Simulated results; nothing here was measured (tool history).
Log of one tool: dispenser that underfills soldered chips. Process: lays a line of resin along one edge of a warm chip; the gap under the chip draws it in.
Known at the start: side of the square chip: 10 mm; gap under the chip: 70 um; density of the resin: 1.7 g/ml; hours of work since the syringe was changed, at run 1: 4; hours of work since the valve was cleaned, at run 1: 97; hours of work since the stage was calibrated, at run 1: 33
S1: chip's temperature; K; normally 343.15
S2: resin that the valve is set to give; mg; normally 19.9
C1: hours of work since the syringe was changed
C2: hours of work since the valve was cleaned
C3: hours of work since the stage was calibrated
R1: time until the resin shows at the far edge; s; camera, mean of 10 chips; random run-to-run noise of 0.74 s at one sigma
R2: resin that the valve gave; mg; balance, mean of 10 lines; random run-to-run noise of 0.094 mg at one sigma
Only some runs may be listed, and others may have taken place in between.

run 1 hour=0 | S1=343.15 S2=19.9 | C1=4 C2=97 C3=33 | R1=80.9 R2=18.97
-- hour=3.8 new syringe of resin
run 2 hour=6.4 | S1=343.15 S2=19.9 | C1=2 C2=101 C3=37 | R1=74.2 R2=18.5
-- hour=11.1 dispensing valve cleaned and set on the balance
run 3 hour=11.5 | S1=343.15 S2=19.9 | C1=5 C2=0 C3=40 | R1=82.1 R2=19.8
-- hour=13.7 new syringe of resin
run 4 hour=17.7 | S1=343.15 S2=19.9 | C1=3 C2=4 C3=44 | R1=76.1 R2=19.84
-- hour=22.8 new syringe of resin
run 5 hour=23.6 | S1=343.15 S2=19.9 | C1=1 C2=8 C3=48 | R1=67 R2=19.99
run 6 hour=27.4 | S1=343.15 S2=19.9 | C1=3 C2=11 C3=51 | R1=74.3 R2=19.63
-- hour=31.9 new syringe of resin
run 7 hour=33.4 | S1=353.15 S2=22.6 | C1=1 C2=15 C3=55 | R1=46.6 R2=22.32
run 8 hour=39.3 | S1=339.15 S2=17.4 | C1=5 C2=19 C3=59 | R1=101.1 R2=17.16
-- hour=41.1 new syringe of resin
run 9 hour=42.8 | S1=339.15 S2=17.4 | C1=1 C2=21 C3=61 | R1=85 R2=17.11
run 10 hour=46.3 | S1=339.15 S2=17.4 | C1=4 C2=24 C3=63 | R1=97.8 R2=17.16
-- hour=50 new syringe of resin
run 11 hour=50.7 | S1=343.15 S2=25.7 | C1=0 C2=26 C3=66 | R1=66.1 R2=25.25

What if the next run were any one of these 4? Each begins from the tool's condition after run 11:
run A hour=53.3 | S1=343.15 S2=17.1 | C1=2 C2=28 C3=68 | R1=? R2=?
run B hour=53.3 | S1=332.15 S2=25.7 | C1=2 C2=28 C3=68 | R1=? R2=?
run C hour=53.3 | S1=350.15 S2=24.7 | C1=2 C2=28 C3=68 | R1=? R2=?
run D hour=53.3 | S1=356.15 S2=19.4 | C1=2 C2=28 C3=68 | R1=? R2=?

run=A R1=73.6 R2=16.93
run=B R1=115.9 R2=25.41
run=C R1=54 R2=24.13
run=D R1=42.8 R2=19.03
Without the tool's unlogged condition, the same runs would have read:
run=A R1=68.8 R2=17.26
run=B R1=108.8 R2=25.9
run=C R1=50.6 R2=24.6
run=D R1=40.1 R2=19.39

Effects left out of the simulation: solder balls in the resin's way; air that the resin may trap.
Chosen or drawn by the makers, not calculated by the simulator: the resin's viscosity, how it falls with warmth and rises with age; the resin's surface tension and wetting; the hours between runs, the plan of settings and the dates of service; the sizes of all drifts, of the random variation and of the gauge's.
